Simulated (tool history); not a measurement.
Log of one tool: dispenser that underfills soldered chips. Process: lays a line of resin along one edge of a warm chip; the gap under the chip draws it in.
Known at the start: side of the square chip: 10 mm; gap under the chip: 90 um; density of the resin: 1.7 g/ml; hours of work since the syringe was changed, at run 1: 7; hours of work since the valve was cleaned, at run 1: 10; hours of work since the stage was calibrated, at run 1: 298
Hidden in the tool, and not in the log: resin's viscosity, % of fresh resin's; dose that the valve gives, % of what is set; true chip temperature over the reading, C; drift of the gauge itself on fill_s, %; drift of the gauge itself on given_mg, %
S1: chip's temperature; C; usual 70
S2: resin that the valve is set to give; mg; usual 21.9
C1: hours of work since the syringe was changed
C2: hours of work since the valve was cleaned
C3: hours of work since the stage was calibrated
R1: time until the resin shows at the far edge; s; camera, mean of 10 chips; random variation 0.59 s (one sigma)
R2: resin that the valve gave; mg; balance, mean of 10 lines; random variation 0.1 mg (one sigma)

run   hour  S1    S2  C1  C2   C3     R1     R2
  1      0  70  21.9   7  10  298   64.1  21.91
       6.6  -- new syringe of resin
  2    9.2  65  21.9   2  17  305   64.9  21.58
  3   15.8  70  20.7   7  22  310   65.5  20.49
      22.4  -- new syringe of resin
  4   23.8  82  21.9   1  28  316   26.3  21.44
  5   30.4  82  21.9   6  34  321   34.2  21.62
      37.7  -- new syringe of resin
  6     38  69  21.9   0  40  327   47.8  21.24
  7     46  69  21.9   7  46  333   65.7  21.34
  8   51.3  69  21.9  11  50  337   77.6  21.31
      53.1  -- new syringe of resin
  9   56.5  69  21.9   3  54  341   53.5  21.36
 10   60.4  69  21.9   6  57  344     61  21.01
 11   65.9  70  21.9  10  61  349   70.7   21.2
      68.5  -- new syringe of resin
 12   71.8  70  21.9   3  66  353   50.6  20.82
 13   80.4  70  21.9   9  73  360   68.2  20.89
      83.9  -- new syringe of resin
      86.9  -- dispensing valve cleaned and set on the balance
 14   89.4  70  21.9   4   2  366   53.2  21.84
 15   98.1  75  21.9  10   9  373   56.2  21.78
     100.3  -- new syringe of resin
 16  107.2  75  21.9   5  16  380   44.5  21.57
 17  114.4  75  21.9  11  21  386   57.9  21.68
     116.2  -- new syringe of resin
 18  123.9  75  21.9   6  29  393   44.4  21.47
     131.9  -- new syringe of resin
 19  133.6  76  24.3   1  36  400   34.4  23.88
 20  137.8  61  23.9   5  40  404   87.3  23.21
 21  144.9  58  21.9  10  45  409  133.3  21.34
     147.7  -- new syringe of resin
 22  151.9  80  19.4   3  50  415   32.1  18.65
 23  156.4  78  24.6   7  54  418   40.5   23.8
 24  161.4  78  24.6  11  58  422     48  23.65
     163.4  -- new syringe of resin
 25  169.2  58  25.3   5  64  428   98.6   24.4
 26  173.8  58  25.3   8  68  432  119.6  24.25
     178.8  -- new syringe of resin
 27  178.8  69  24.4   0  71  435   45.8  23.34
     186.8  -- dispensing valve cleaned and set on the balance
 28    187  70  19.5   6   0  441   56.5  19.45
 29    194  58  25.8  11   6  447  130.1  25.75
     195.1  -- new syringe of resin
 30  203.6  80  18.9   7  13  454   35.5  18.91
     210.5  -- new syringe of resin
 31  210.5  75  24.6   0  18  459   33.2  24.29
 32  214.9  59  19.8   4  22  463   94.3  19.68
 33  221.4  59  19.8   9  27  468  120.2   19.4
     225.8  -- new syringe of resin
 34  227.6  83  24.8   1  32  472   23.6  23.93
 35  233.1  78  21.9   6  36  477   37.6   21.6

Forecast each of these 3 alternatives for the next run:
  A  239.7  78  27.7  11  41  482   ?   ?
  B  239.7  57  21.9  11  41  482   ?   ?
  C  239.7  57  22.1  11  41  482   ?   ?

run     R1     R2
  A   46.9  27.28
  B  143.5   21.4
  C  143.6   21.6
Without the tool's hidden state the same runs would have given:
run     R1     R2
  A   33.3  27.89
  B  103.6  21.88
  C  103.8  22.09

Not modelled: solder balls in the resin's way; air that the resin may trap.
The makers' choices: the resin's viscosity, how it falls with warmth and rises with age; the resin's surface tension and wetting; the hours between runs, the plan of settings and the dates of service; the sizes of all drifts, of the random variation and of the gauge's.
